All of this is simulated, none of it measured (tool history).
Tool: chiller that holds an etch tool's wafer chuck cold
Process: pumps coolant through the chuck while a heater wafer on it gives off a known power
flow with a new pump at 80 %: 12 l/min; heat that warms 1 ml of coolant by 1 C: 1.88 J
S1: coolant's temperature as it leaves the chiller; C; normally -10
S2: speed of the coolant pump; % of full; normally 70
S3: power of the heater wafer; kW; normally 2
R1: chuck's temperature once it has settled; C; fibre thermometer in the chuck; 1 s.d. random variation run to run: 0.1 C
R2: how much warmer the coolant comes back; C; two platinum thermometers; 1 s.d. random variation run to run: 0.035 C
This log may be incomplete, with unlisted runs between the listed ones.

run	hour	S1	S2	S3	R1	R2
1	0	-10	70	2	6.8	6.35
2	57.1	-10	70	2	6.8	6.31
3	94.9	-14	70	2	2.7	6.34
4	154.7	-14	70	2	2.8	6.38
5	220.4	-14	70	2	3	6.36
6	276.5	-10	70	2	6.6	6.38
7	321.2	-10	70	2	6.9	6.35
8	366.7	-10	70	2	6.8	6.35
9	425.3	-10	70	2	6.9	6.3
10	464.4	-10	94	2	3.1	4.7
11	507.6	-10	94	2	3.3	4.74
12	536.6	-10	94	2	3.2	4.62
13	605.8	-10	94	2	2.9	4.7
14	657.1	-10	67	1.348	1.8	4.53
15	712.2	-2	67	1.348	9.9	4.52
16	752.2	-11	79	1.097	-2.3	3.08
17	781.1	-11	79	1.097	-2.3	3.09
18	849.8	-11	79	1.097	-2.2	3.11
19	879.8	-17	72	2.632	5	8.29
20	908.4	-10	65	2.245	10.4	7.75
21	970.9	-4	94	1.143	3.7	2.69
22	1014	-10	66	1.446	3.2	4.92
23	1060.8	-5	74	1.538	7.6	4.58
24	1123.8	-9	73	1.133	0.6	3.46

Some steps in R1 between neighbouring runs. How much of each would the tool show without its hidden state too (settings, what came in, random variation), and how much is left for the hidden state, with any gauge scatter that isn't in both results?
Hidden state present: heat passed by the chuck's channels, % of clean ones'; flow at a given pump speed, % of a new pump's; coolant's true temperature over the reading, C; drift of the gauge itself on chuck_c, C; drift of the gauge itself on warmer_back_c, C.
Run 14 -> 15: S1 -10 -> -2. R1 +8.1 C: hidden state +0.1, all else +8.
Run 15 -> 16: S1 -2 -> -11, S2 67 -> 79, S3 1.348 -> 1.097. R1 -12.2 C: hidden state -0.2, all else -12.
Run 18 -> 19: S1 -11 -> -17, S2 79 -> 72, S3 1.097 -> 2.632. R1 +7.2 C: hidden state +0.8, all else +6.4.
Run 20 -> 21: S1 -10 -> -4, S2 65 -> 94, S3 2.245 -> 1.143. R1 -6.7 C: hidden state -0.7, all else -6.

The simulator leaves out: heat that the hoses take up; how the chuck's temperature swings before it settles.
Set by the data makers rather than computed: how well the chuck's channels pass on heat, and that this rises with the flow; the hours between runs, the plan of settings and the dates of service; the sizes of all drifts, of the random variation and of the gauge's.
